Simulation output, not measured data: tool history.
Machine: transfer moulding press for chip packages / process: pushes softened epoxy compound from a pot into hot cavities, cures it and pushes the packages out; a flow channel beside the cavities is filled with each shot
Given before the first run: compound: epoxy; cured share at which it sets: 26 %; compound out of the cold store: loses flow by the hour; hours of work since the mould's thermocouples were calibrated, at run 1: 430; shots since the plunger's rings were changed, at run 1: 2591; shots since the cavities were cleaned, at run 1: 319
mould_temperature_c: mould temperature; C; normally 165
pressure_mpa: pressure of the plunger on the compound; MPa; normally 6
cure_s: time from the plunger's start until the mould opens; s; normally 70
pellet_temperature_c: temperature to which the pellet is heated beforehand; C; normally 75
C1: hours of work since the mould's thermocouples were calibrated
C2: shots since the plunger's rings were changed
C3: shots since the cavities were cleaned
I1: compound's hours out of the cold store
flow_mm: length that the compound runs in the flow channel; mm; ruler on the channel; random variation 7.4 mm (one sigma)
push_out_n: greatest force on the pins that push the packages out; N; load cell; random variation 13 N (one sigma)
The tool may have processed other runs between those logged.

run 1 hour=0 | mould_temperature_c=165 pressure_mpa=6 cure_s=70 pellet_temperature_c=75 | C1=430 C2=2591 C3=319 | I1=39 | flow_mm=703 push_out_n=832
run 2 hour=20 | mould_temperature_c=165 pressure_mpa=6 cure_s=70 pellet_temperature_c=83 | C1=441 C2=2864 C3=592 | I1=24.6 | flow_mm=779 push_out_n=996
-- hour=39.7 cavities cleaned with cleaning compound and waxed
run 3 hour=41.3 | mould_temperature_c=165 pressure_mpa=5.4 cure_s=70 pellet_temperature_c=75 | C1=452 C2=3134 C3=21 | I1=17.8 | flow_mm=769 push_out_n=1270
run 4 hour=57.9 | mould_temperature_c=165 pressure_mpa=5.4 cure_s=70 pellet_temperature_c=75 | C1=461 C2=3362 C3=249 | I1=42.3 | flow_mm=649 push_out_n=1233
run 5 hour=70.5 | mould_temperature_c=165 pressure_mpa=5.4 cure_s=70 pellet_temperature_c=75 | C1=468 C2=3534 C3=421 | I1=39.8 | flow_mm=657 push_out_n=1216
run 6 hour=93 | mould_temperature_c=165 pressure_mpa=5.4 cure_s=70 pellet_temperature_c=75 | C1=480 C2=3841 C3=728 | I1=44.5 | flow_mm=642 push_out_n=1187
-- hour=99.4 cavities cleaned with cleaning compound and waxed, once more
run 7 hour=109.8 | mould_temperature_c=165 pressure_mpa=5.4 cure_s=70 pellet_temperature_c=75 | C1=489 C2=4050 C3=142 | I1=20.5 | flow_mm=742 push_out_n=721
run 8 hour=127.3 | mould_temperature_c=165 pressure_mpa=5.4 cure_s=70 pellet_temperature_c=75 | C1=498 C2=4288 C3=380 | I1=37.5 | flow_mm=661 push_out_n=840
-- hour=139 plunger's sealing rings changed
run 9 hour=145 | mould_temperature_c=165 pressure_mpa=6 cure_s=70 pellet_temperature_c=75 | C1=507 C2=83 C3=589 | I1=12.4 | flow_mm=876 push_out_n=1003
-- hour=164.4 cavities cleaned with cleaning compound and waxed
run 10 hour=169.7 | mould_temperature_c=165 pressure_mpa=6 cure_s=70 pellet_temperature_c=75 | C1=520 C2=399 C3=72 | I1=40.6 | flow_mm=722 push_out_n=616
run 11 hour=184 | mould_temperature_c=165 pressure_mpa=6 cure_s=70 pellet_temperature_c=75 | C1=527 C2=595 C3=268 | I1=44.2 | flow_mm=707 push_out_n=754
run 12 hour=205.4 | mould_temperature_c=165 pressure_mpa=6 cure_s=70 pellet_temperature_c=75 | C1=539 C2=887 C3=560 | I1=38.1 | flow_mm=734 push_out_n=915
run 13 hour=224.8 | mould_temperature_c=165 pressure_mpa=6 cure_s=70 pellet_temperature_c=75 | C1=550 C2=1151 C3=824 | I1=21.8 | flow_mm=807 push_out_n=1099
-- hour=228.4 cavities cleaned with cleaning compound and waxed
run 14 hour=242.7 | mould_temperature_c=165 pressure_mpa=6 cure_s=70 pellet_temperature_c=75 | C1=559 C2=1375 C3=194 | I1=12.3 | flow_mm=890 push_out_n=745
run 15 hour=267 | mould_temperature_c=165 pressure_mpa=6 cure_s=70 pellet_temperature_c=75 | C1=572 C2=1708 C3=527 | I1=27.7 | flow_mm=778 push_out_n=894
run 16 hour=287.7 | mould_temperature_c=165 pressure_mpa=5.47 cure_s=70 pellet_temperature_c=75 | C1=584 C2=1990 C3=809 | I1=27.8 | flow_mm=740 push_out_n=1013
-- hour=290.9 cavities cleaned with cleaning compound and waxed
run 17 hour=314.2 | mould_temperature_c=168 pressure_mpa=6.44 cure_s=88 pellet_temperature_c=75 | C1=598 C2=2333 C3=319 | I1=31.2 | flow_mm=771 push_out_n=555
run 18 hour=335.8 | mould_temperature_c=168 pressure_mpa=6.44 cure_s=88 pellet_temperature_c=75 | C1=610 C2=2627 C3=613 | I1=31.5 | flow_mm=762 push_out_n=664
-- hour=354.4 cavities cleaned with cleaning compound and waxed
run 19 hour=361.5 | mould_temperature_c=168 pressure_mpa=6.44 cure_s=88 pellet_temperature_c=75 | C1=623 C2=2957 C3=96 | I1=45.2 | flow_mm=698 push_out_n=456
run 20 hour=372 | mould_temperature_c=168 pressure_mpa=6.44 cure_s=88 pellet_temperature_c=75 | C1=629 C2=3101 C3=240 | I1=20.4 | flow_mm=823 push_out_n=522
run 21 hour=393 | mould_temperature_c=168 pressure_mpa=6.44 cure_s=88 pellet_temperature_c=75 | C1=640 C2=3388 C3=527 | I1=15.2 | flow_mm=851 push_out_n=662
run 22 hour=413.8 | mould_temperature_c=163 pressure_mpa=4.99 cure_s=94 pellet_temperature_c=79 | C1=652 C2=3672 C3=811 | I1=30.3 | flow_mm=677 push_out_n=724
-- hour=417.1 cavities cleaned with cleaning compound and waxed
run 23 hour=431.6 | mould_temperature_c=172 pressure_mpa=6 cure_s=56 pellet_temperature_c=75 | C1=661 C2=3895 C3=199 | I1=29.1 | flow_mm=726 push_out_n=823
run 24 hour=452.4 | mould_temperature_c=172 pressure_mpa=6 cure_s=56 pellet_temperature_c=72 | C1=672 C2=4179 C3=483 | I1=36.6 | flow_mm=688 push_out_n=1036
-- hour=471.4 plunger's sealing rings changed
run 25 hour=476.6 | mould_temperature_c=162 pressure_mpa=6.86 cure_s=70 pellet_temperature_c=74 | C1=684 C2=72 C3=780 | I1=20.8 | flow_mm=909 push_out_n=1245
-- hour=481.7 cavities cleaned with cleaning compound and waxed
run 26 hour=489.7 | mould_temperature_c=162 pressure_mpa=6.86 cure_s=70 pellet_temperature_c=74 | C1=691 C2=230 C3=111 | I1=42.4 | flow_mm=780 push_out_n=762
run 27 hour=506.9 | mould_temperature_c=161 pressure_mpa=6 cure_s=70 pellet_temperature_c=76 | C1=700 C2=465 C3=346 | I1=27.4 | flow_mm=811 push_out_n=1049
run 28 hour=529.9 | mould_temperature_c=161 pressure_mpa=6 cure_s=70 pellet_temperature_c=76 | C1=713 C2=779 C3=660 | I1=11 | flow_mm=902 push_out_n=1315

Consider 4 possible next runs. They are alternatives, not a sequence: every one starts from the tool as it was left by run 28. What does each give?
-- hour=545.3 cavities cleaned with cleaning compound and waxed
run A hour=546 | mould_temperature_c=161 pressure_mpa=6 cure_s=62 pellet_temperature_c=76 | C1=721 C2=977 C3=9 | I1=37.4 | flow_mm=? push_out_n=?
-- hour=545.3 cavities cleaned with cleaning compound and waxed
run B hour=546 | mould_temperature_c=161 pressure_mpa=5.25 cure_s=53 pellet_temperature_c=81 | C1=721 C2=977 C3=9 | I1=29.3 | flow_mm=? push_out_n=?
-- hour=545.3 cavities cleaned with cleaning compound and waxed
run C hour=546 | mould_temperature_c=169 pressure_mpa=5.68 cure_s=70 pellet_temperature_c=75 | C1=721 C2=977 C3=9 | I1=29.7 | flow_mm=? push_out_n=?
-- hour=545.3 cavities cleaned with cleaning compound and waxed
run D hour=546 | mould_temperature_c=161 pressure_mpa=6 cure_s=70 pellet_temperature_c=73 | C1=721 C2=977 C3=9 | I1=19.6 | flow_mm=? push_out_n=?

run=A flow_mm=744 push_out_n=906
run=B flow_mm=736 push_out_n=1342
run=C flow_mm=753 push_out_n=459
run=D flow_mm=845 push_out_n=729
Without the tool's unlogged condition, the same runs would have read:
run=A flow_mm=759 push_out_n=945
run=B flow_mm=751 push_out_n=1375
run=C flow_mm=768 push_out_n=468
run=D flow_mm=863 push_out_n=767

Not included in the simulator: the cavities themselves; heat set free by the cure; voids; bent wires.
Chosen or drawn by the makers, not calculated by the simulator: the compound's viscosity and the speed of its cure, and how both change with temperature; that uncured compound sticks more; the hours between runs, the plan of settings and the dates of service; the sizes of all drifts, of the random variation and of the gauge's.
